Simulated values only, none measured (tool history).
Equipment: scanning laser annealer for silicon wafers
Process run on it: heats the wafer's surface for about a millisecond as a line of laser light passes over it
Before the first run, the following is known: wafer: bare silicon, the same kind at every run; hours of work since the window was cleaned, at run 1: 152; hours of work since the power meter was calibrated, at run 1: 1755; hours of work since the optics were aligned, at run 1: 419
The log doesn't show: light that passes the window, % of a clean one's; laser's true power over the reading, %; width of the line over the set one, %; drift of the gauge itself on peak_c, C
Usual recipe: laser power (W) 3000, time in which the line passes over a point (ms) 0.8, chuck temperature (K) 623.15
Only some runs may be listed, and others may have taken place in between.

run,hour,laser power (W),time in which the line passes over a point (ms),chuck temperature (K),hours of work since the window was cleaned,hours of work since the power meter was calibrated,hours of work since the optics were aligned,highest temperature of the surface (K)
1,0,3000,0.8,623.15,152,1755,419,1352.15
2,56.5,3000,0.8,623.15,192,1795,459,1342.15
3,106,3000,0.8,623.15,227,1829,494,1341.15
4,159,3000,0.561,623.15,264,1867,531,1220.15
5,198.1,3000,0.561,623.15,291,1894,558,1220.15
6,257.1,3000,0.561,623.15,333,1935,599,1213.15
7,289.1,3000,0.8,623.15,355,1958,622,1334.15
8,350.4,2677,0.8,623.15,398,2001,665,1239.15
9,409.5,2677,0.8,623.15,439,2042,706,1242.15
10,451.3,3000,0.8,650.15,469,2072,736,1355.15
11,497.1,3000,0.8,650.15,501,2104,768,1348.15
12,524.7,3000,0.8,650.15,520,2123,787,1348.15
13,583.9,3000,0.8,597.15,562,2165,829,1290.15
14,638.9,3000,0.8,597.15,600,2203,867,1288.15
15,679.3,3000,0.8,623.15,629,2232,896,1313.15
16,720.7,3000,0.8,623.15,658,2261,925,1311.15
# hour 758.2: optics aligned, line set to its width
17,762.9,3000,0.8,588.15,684,2287,3,1281.15
18,817.2,3000,0.973,623.15,722,2325,41,1389.15
# hour 840.9: window over the wafer cleaned
19,874.7,3000,0.973,623.15,24,2364,80,1437.15
20,931.3,3000,0.973,623.15,63,2403,120,1434.15
21,985.3,3000,0.815,623.15,101,2441,158,1360.15
22,1033.3,2899,0.674,623.15,135,2475,191,1264.15
23,1065.5,2899,0.674,606.15,158,2497,214,1241.15
24,1092.3,2899,0.674,606.15,176,2516,233,1240.15
25,1133.6,3000,0.897,609.15,205,2545,262,1377.15
26,1179.9,3000,0.954,630.15,238,2578,294,1414.15
27,1243.1,3271,0.62,609.15,282,2622,339,1299.15
28,1286.4,2765,0.62,652.15,312,2652,369,1221.15
29,1335,2971,0.62,590.15,347,2686,403,1203.15
30,1371.7,2971,0.62,590.15,372,2712,429,1204.15
31,1415.5,3154,0.739,584.15,403,2743,460,1303.15
32,1480.3,3154,0.739,584.15,448,2788,505,1297.15
33,1522.7,3154,0.739,584.15,478,2818,535,1294.15
34,1565.3,3154,0.739,584.15,508,2848,565,1293.15
35,1602.2,3154,0.739,584.15,534,2874,590,1294.15
36,1651.5,3241,0.617,632.15,569,2908,625,1293.15
37,1704.3,2855,0.871,645.15,606,2945,662,1327.15
38,1734.7,2738,0.871,613.15,627,2967,683,1258.15

For some of the steps in highest temperature of the surface (K) from one run to the next: how much would appear even if the tool had no hidden state, given the settings, what came in and random variation, and how much remains for the hidden state plus any gauge scatter that the measured result and the result without hidden state don't share?
Run 3 -> 4: time in which the line passes over a point (ms) 0.8 -> 0.561. highest temperature of the surface (K) -121: hidden state +2, all else -123.
Run 6 -> 7: time in which the line passes over a point (ms) 0.561 -> 0.8. highest temperature of the surface (K) +121: hidden state -8, all else +129.
Run 17 -> 18: time in which the line passes over a point (ms) 0.8 -> 0.973, chuck temperature (K) 588.15 -> 623.15. highest temperature of the surface (K) +108: hidden state -9, all else +117.
Run 18 -> 19: window over the wafer cleaned. highest temperature of the surface (K) +48: hidden state +50, all else -2.
Run 24 -> 25: laser power (W) 2899 -> 3000, time in which the line passes over a point (ms) 0.674 -> 0.897, chuck temperature (K) 606.15 -> 609.15. highest temperature of the surface (K) +137: hidden state -6, all else +143.
Run 30 -> 31: laser power (W) 2971 -> 3154, time in which the line passes over a point (ms) 0.62 -> 0.739, chuck temperature (K) 590.15 -> 584.15. highest temperature of the surface (K) +99: hidden state -9, all else +108.
